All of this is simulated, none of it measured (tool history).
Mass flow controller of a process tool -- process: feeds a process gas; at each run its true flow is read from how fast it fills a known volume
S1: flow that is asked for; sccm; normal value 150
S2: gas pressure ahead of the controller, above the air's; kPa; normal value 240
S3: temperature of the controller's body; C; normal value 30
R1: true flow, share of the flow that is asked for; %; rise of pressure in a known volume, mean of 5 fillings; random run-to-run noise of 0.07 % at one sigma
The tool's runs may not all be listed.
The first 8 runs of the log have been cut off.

| run | day | S1 | S2 | S3 | R1 |
|---|---|---|---|---|---|
| 9 | 35.800 | 150 | 240 | 30 | 97.97 |
| 10 | 39.125 | 150 | 240 | 30 | 97.98 |
| 11 | 43.800 | 112 | 240 | 30 | 97.53 |
| 12 | 48.258 | 112 | 240 | 27 | 97.73 |
| 13 | 54.471 | 150 | 240 | 30 | 97.89 |
| 14 | 58.133 | 150 | 240 | 30 | 98.12 |
| 15 | 62.238 | 150 | 240 | 20 | 98.21 |
| 16 | 67.379 | 150 | 240 | 20 | 98.40 |
| 17 | 72.458 | 109 | 240 | 20 | 97.86 |
| 18 | 75.592 | 150 | 240 | 30 | 98.11 |
| 19 | 81.321 | 150 | 240 | 30 | 97.86 |
| 20 | 86.258 | 150 | 240 | 30 | 97.97 |
| 21 | 93.288 | 146 | 156 | 40 | 97.78 |
| 22 | 99.371 | 146 | 156 | 40 | 97.89 |
| 23 | 102.388 | 150 | 153 | 30 | 98.07 |

Estimate the outcome of run 24 from the log above:
| 24 | 108.562 | 150 | 240 | 28 | ? |

{"run 24": {"R1": 98.07}}
Without the tool's hidden state the same run would have given R1 98.49 %.
